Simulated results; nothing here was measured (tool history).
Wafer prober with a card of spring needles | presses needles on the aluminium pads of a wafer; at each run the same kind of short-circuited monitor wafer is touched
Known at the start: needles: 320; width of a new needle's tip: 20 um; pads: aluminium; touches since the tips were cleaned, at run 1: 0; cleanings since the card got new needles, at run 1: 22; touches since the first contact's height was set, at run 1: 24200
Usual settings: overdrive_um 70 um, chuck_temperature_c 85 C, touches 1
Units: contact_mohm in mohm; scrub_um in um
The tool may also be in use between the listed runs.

| run | hour | overdrive_um | chuck_temperature_c | touches | touches since the tips were cleaned | cleanings since the card got new needles | touches since the first contact's height was set | contact_mohm | scrub_um |
|---|---|---|---|---|---|---|---|---|---|
| 1 | 0 | 70 | 85 | 1 | 0 | 22 | 24200 | 248 | 15.64 |
|  | 7.7 | tips cleaned on abrasive film |
| 2 | 7.7 | 70 | 85 | 1 | 0 | 23 | 28522 | 249 | 15.62 |
|  | 15.3 | tips cleaned on abrasive film |
| 3 | 15.3 | 70 | 85 | 1 | 0 | 24 | 32761 | 248 | 15.67 |
| 4 | 21.8 | 70 | 85 | 1 | 3671 | 24 | 36432 | 245 | 15.66 |
|  | 22.8 | tips cleaned on abrasive film |
|  | 30.4 | tips cleaned on abrasive film |
| 5 | 31.2 | 70 | 85 | 1 | 424 | 26 | 41596 | 248 | 15.73 |
|  | 38 | tips cleaned on abrasive film |
| 6 | 38.1 | 70 | 85 | 1 | 84 | 27 | 45457 | 251 | 15.66 |
| 7 | 42.6 | 70 | 85 | 1 | 2646 | 27 | 48019 | 248 | 15.73 |
|  | 45.4 | tips cleaned on abrasive film |
| 8 | 46.9 | 78 | 85 | 1 | 825 | 28 | 50369 | 245 | 17.55 |
|  | 52.9 | tips cleaned on abrasive film |
| 9 | 55.2 | 78 | 85 | 1 | 1306 | 29 | 54993 | 246 | 17.55 |
|  | 60.5 | tips cleaned on abrasive film |
| 10 | 60.5 | 70 | 85 | 1 | 0 | 30 | 57919 | 245 | 15.72 |
|  | 68.2 | tips cleaned on abrasive film |
| 11 | 70.4 | 70 | 85 | 1 | 1237 | 31 | 63472 | 248 | 15.75 |
|  | 75.8 | tips cleaned on abrasive film |
| 12 | 77.2 | 70 | 41 | 1 | 775 | 32 | 67259 | 239 | 15.77 |
|  | 83.2 | tips cleaned on abrasive film |
| 13 | 87.2 | 70 | 91 | 2 | 2257 | 33 | 72875 | 249 | 15.78 |
|  | 90.8 | tips cleaned on abrasive film |
|  | 93.1 | height of the first contact set anew |
| 14 | 95.7 | 67 | 41 | 2 | 2572 | 34 | 1425 | 238 | 15.1 |
|  | 98.8 | tips cleaned on abrasive film |
| 15 | 105.3 | 67 | 41 | 2 | 3691 | 35 | 6844 | 233 | 15.18 |
|  | 106.9 | tips cleaned on abrasive film |
| 16 | 110.1 | 83 | 42 | 3 | 1790 | 36 | 9448 | 235 | 18.79 |

Forecast each of these 4 alternatives for the next run:
|  | 114.7 | tips cleaned on abrasive film |
|  | 115.4 | gauge calibrated |
| A | 120 | 70 | 113 | 3 | 2989 | 37 | 15026 | ? | ? |
|  | 114.7 | tips cleaned on abrasive film |
|  | 115.4 | gauge calibrated |
| B | 120 | 64 | 91 | 1 | 2989 | 37 | 15026 | ? | ? |
|  | 114.7 | tips cleaned on abrasive film |
|  | 115.4 | gauge calibrated |
| C | 120 | 68 | 26 | 2 | 2989 | 37 | 15026 | ? | ? |
|  | 114.7 | tips cleaned on abrasive film |
|  | 115.4 | gauge calibrated |
| D | 120 | 77 | 71 | 1 | 2989 | 37 | 15026 | ? | ? |

| run | contact_mohm | scrub_um |
|---|---|---|
| A | 255 | 15.59 |
| B | 252 | 14.31 |
| C | 234 | 15.21 |
| D | 240 | 17.2 |
Without the tool's hidden state the same runs would have given:
| run | contact_mohm | scrub_um |
|---|---|---|
| A | 255 | 15.58 |
| B | 252 | 14.3 |
| C | 233 | 15.2 |
| D | 240 | 17.19 |
